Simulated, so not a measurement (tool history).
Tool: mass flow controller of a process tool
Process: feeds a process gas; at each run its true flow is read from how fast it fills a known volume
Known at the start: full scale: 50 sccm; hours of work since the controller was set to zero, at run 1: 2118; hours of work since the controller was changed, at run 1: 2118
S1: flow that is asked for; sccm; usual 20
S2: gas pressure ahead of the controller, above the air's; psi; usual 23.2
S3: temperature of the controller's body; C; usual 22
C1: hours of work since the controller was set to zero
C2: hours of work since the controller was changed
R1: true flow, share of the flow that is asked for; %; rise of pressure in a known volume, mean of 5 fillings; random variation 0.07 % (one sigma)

| run | hour | S1 | S2 | S3 | C1 | C2 | R1 |
|---|---|---|---|---|---|---|---|
| 1 | 0 | 20 | 23.2 | 22 | 2118 | 2118 | 97.84 |
| 2 | 78.1 | 20 | 23.2 | 22 | 2157 | 2157 | 97.88 |
| 3 | 159.5 | 20 | 35.1 | 22 | 2198 | 2198 | 97.3 |
| 4 | 323.1 | 10 | 35.1 | 22 | 2281 | 2281 | 95.81 |
| 5 | 478.5 | 6 | 35.1 | 22 | 2359 | 2359 | 94.22 |
| 6 | 577.3 | 7 | 23.2 | 22 | 2409 | 2409 | 95.2 |
| 7 | 743.7 | 7 | 23.2 | 22 | 2493 | 2493 | 94.93 |
| 8 | 857.6 | 7 | 23.2 | 22 | 2551 | 2551 | 95.01 |
| 9 | 962.3 | 7 | 23.2 | 22 | 2604 | 2604 | 94.91 |
| 10 | 1078.9 | 7 | 23.2 | 38 | 2663 | 2663 | 93.27 |
| 11 | 1227.5 | 7 | 23.2 | 38 | 2738 | 2738 | 93.3 |
| 12 | 1412.7 | 7 | 23.2 | 38 | 2832 | 2832 | 93.16 |
| 13 | 1573.1 | 7 | 37.1 | 38 | 2913 | 2913 | 92.44 |
| 14 | 1656.8 | 7 | 37.1 | 38 | 2955 | 2955 | 92.49 |
| 15 | 1793.6 | 7 | 37.1 | 38 | 3024 | 3024 | 92.44 |
| 16 | 1913.9 | 20 | 23.2 | 22 | 3085 | 3085 | 97.26 |
| 17 | 2049.5 | 20 | 23.2 | 22 | 3153 | 3153 | 97.13 |
| 18 | 2156.3 | 14 | 23.2 | 22 | 3207 | 3207 | 96.36 |
| 19 | 2317.4 | 14 | 23.2 | 38 | 3289 | 3289 | 94.8 |
| 20 | 2500.4 | 45 | 23.2 | 22 | 3381 | 3381 | 98.9 |
| 21 | 2681.6 | 20 | 23.2 | 22 | 3473 | 3473 | 97.02 |
| 22 | 2854.9 | 20 | 23.2 | 22 | 3560 | 3560 | 97.02 |
| 23 | 2976.5 | 20 | 27.8 | 22 | 3622 | 3622 | 96.71 |
| 24 | 3085.9 | 49 | 23.2 | 22 | 3677 | 3677 | 98.94 |
| 25 | 3201.6 | 19 | 29.2 | 35 | 3736 | 3736 | 95.18 |
| 26 | 3284.7 | 20 | 25.8 | 29 | 3778 | 3778 | 95.96 |
| 27 | 3464.9 | 20 | 23.2 | 35 | 3869 | 3869 | 95.56 |
|  | 3477.4 | controller's zero set anew |
| 28 | 3653.9 | 35 | 37 | 25 | 89 | 3964 | 96.99 |
| 29 | 3750.6 | 35 | 23.5 | 23 | 138 | 4013 | 97.72 |
|  | 3916.9 | controller's zero set anew, once more |
| 30 | 3933.1 | 20 | 22.3 | 22 | 8 | 4105 | 98.25 |
| 31 | 4012.3 | 21 | 36.1 | 25 | 48 | 4145 | 97.35 |
| 32 | 4148.6 | 23 | 26.4 | 27 | 117 | 4214 | 97.62 |
| 33 | 4295.6 | 23 | 26.4 | 27 | 191 | 4288 | 97.55 |
| 34 | 4436.7 | 20 | 32.8 | 22 | 263 | 4359 | 97.57 |
| 35 | 4538 | 7 | 20.9 | 22 | 314 | 4410 | 97.17 |
| 36 | 4623.9 | 34 | 32.5 | 38 | 357 | 4454 | 96.86 |
| 37 | 4793.4 | 14 | 31.5 | 22 | 443 | 4539 | 96.99 |
| 38 | 4973.8 | 7 | 34.4 | 22 | 534 | 4631 | 96.42 |
| 39 | 5066.5 | 16 | 23.2 | 24 | 581 | 4677 | 97.36 |
| 40 | 5167.3 | 16 | 23.2 | 24 | 632 | 4728 | 97.29 |
| 41 | 5306.4 | 41 | 23.2 | 24 | 702 | 4799 | 98.62 |
| 42 | 5384.5 | 8 | 29 | 29 | 742 | 4838 | 96.01 |
| 43 | 5558.9 | 15 | 27.3 | 29 | 830 | 4926 | 96.51 |
| 44 | 5685.4 | 43 | 23.2 | 40 | 894 | 4990 | 97.19 |
| 45 | 5852.1 | 43 | 23.2 | 40 | 978 | 5074 | 97.35 |
| 46 | 5990.9 | 20 | 33.2 | 24 | 1048 | 5144 | 96.93 |
| 47 | 6106.9 | 17 | 23.2 | 34 | 1107 | 5203 | 96.18 |

Hidden state at the last listed run before each entry between runs and at the first one after, where it differs:
Between runs 27 and 28: controller's zero set anew (hour 3477.4)
  flow at rest that the sensor doesn't see, % of full scale: -0.605 -> -0.709; true flow over the shown one, %: -0.9 -> -0.92
  measured less the result without the state, R1: -2.41 -> -1.93 %
Between runs 29 and 30: controller's zero set anew, once more (hour 3916.9)
  flow at rest that the sensor doesn't see, % of full scale: -0.716 -> -0.019; true flow over the shown one, %: -0.93 -> -0.96
  measured less the result without the state, R1: -1.95 -> -1 %
